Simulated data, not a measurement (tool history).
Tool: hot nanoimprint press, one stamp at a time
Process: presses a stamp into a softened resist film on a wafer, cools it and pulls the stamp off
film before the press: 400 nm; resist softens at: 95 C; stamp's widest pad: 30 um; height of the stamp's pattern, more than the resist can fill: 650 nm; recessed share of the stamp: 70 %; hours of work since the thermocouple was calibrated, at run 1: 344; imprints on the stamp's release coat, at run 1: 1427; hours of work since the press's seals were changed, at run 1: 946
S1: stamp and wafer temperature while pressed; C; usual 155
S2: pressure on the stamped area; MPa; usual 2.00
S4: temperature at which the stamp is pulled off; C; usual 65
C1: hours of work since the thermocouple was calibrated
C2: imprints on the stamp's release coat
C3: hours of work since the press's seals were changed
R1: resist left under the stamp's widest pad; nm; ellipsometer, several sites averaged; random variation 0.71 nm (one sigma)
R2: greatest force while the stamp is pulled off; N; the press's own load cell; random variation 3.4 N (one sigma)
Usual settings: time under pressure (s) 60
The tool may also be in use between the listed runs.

Run 1, hour 0.0: usual settings; C1 344; C2 1427; C3 946. Result: R1 226.0 nm, R2 194 N.
Run 2, hour 58.5: usual settings but S2 1.97 MPa; C1 387; C2 1606; C3 989. Result: R1 227.2 nm, R2 202 N.
At hour 134.3: stamp cleaned and given a new release coat.
At hour 144.9: plate thermocouple calibrated.
Run 3, hour 146.0: usual settings but S2 1.97 MPa; C1 1; C2 26; C3 1047. Result: R1 236.1 nm, R2 167 N.
Run 4, hour 206.7: usual settings but S2 1.97 MPa; C1 46; C2 213; C3 1092. Result: R1 235.7 nm, R2 169 N.
Run 5, hour 308.6: usual settings but S2 1.97 MPa; C1 121; C2 526; C3 1168. Result: R1 234.9 nm, R2 176 N.
Run 6, hour 362.1: usual settings but S2 2.28 MPa; C1 161; C2 690; C3 1207. Result: R1 221.1 nm, R2 183 N.
Run 7, hour 461.7: usual settings; C1 234; C2 996; C3 1281. Result: R1 231.0 nm, R2 185 N.
Run 8, hour 560.6: usual settings; C1 307; C2 1300; C3 1354. Result: R1 230.9 nm, R2 195 N.
At hour 625.2: press's hydraulic seals changed and the load cell set to zero.
Run 9, hour 625.2: usual settings but S2 2.07 MPa; C1 349; C2 1474; C3 0. Result: R1 219.1 nm, R2 206 N.
Run 10, hour 667.7: usual settings but S1 166 C, S2 2.07 MPa; C1 381; C2 1604; C3 31. Result: R1 149.5 nm, R2 209 N.
Run 11, hour 718.8: usual settings but S1 166 C, S2 2.07 MPa; C1 419; C2 1761; C3 69. Result: R1 149.7 nm, R2 213 N.
At hour 746.1: stamp cleaned and given a new release coat.
At hour 765.6: plate thermocouple calibrated.
Run 12, hour 815.0: usual settings but time under pressure (s) 32, S4 66 C; C1 37; C2 202; C3 134. Result: R1 273.6 nm, R2 165 N.
Run 13, hour 870.7: usual settings but S2 2.73 MPa, time under pressure (s) 64, S4 71 C; C1 78; C2 373; C3 175. Result: R1 193.6 nm, R2 155 N.
Run 14, hour 955.0: usual settings but S2 1.48 MPa, S4 54 C; C1 140; C2 632; C3 237. Result: R1 256.3 nm, R2 206 N.
Run 15, hour 1018.9: usual settings but S1 166 C, S2 1.48 MPa, time under pressure (s) 34, S4 57 C; C1 187; C2 828; C3 284. Result: R1 218.2 nm, R2 211 N.
Run 16, hour 1121.4: usual settings but S1 165 C, S2 2.93 MPa, time under pressure (s) 34, S4 62 C; C1 263; C2 1143; C3 360. Result: R1 161.7 nm, R2 200 N.
Run 17, hour 1215.2: usual settings but S1 152 C, S4 72 C; C1 333; C2 1432; C3 430. Result: R1 247.4 nm, R2 179 N.
Run 18, hour 1296.5: usual settings but S2 2.82 MPa, S4 66 C; C1 393; C2 1681; C3 490. Result: R1 191.5 nm, R2 202 N.

4 ways to go on from here, each from the tool as it stands after run 18. What would each give?
At hour 1344.3: stamp cleaned and given a new release coat.
At hour 1375.1: plate thermocouple calibrated.
Run A, hour 1380.8: usual settings but S2 1.63 MPa; C1 4; C2 103; C3 546. Result: R1 ?, R2 ?.
At hour 1344.3: stamp cleaned and given a new release coat.
At hour 1375.1: plate thermocouple calibrated.
Run B, hour 1380.8: usual settings but S2 2.82 MPa, S4 70 C; C1 4; C2 103; C3 546. Result: R1 ?, R2 ?.
At hour 1344.3: stamp cleaned and given a new release coat.
At hour 1375.1: plate thermocouple calibrated.
Run C, hour 1380.8: usual settings but S2 2.23 MPa, time under pressure (s) 116, S4 64 C; C1 4; C2 103; C3 546. Result: R1 ?, R2 ?.
At hour 1344.3: stamp cleaned and given a new release coat.
At hour 1375.1: plate thermocouple calibrated.
Run D, hour 1380.8: usual settings but S1 157 C, time under pressure (s) 37; C1 4; C2 103; C3 546. Result: R1 ?, R2 ?.

run     R1   R2
  A  252.1  158
  B  200.3  156
  C  177.7  170
  D  250.3  163
Without the tool's hidden state the same runs would have given:
run     R1   R2
  A  249.6  155
  B  196.4  153
  C  174.7  167
  D  247.3  160
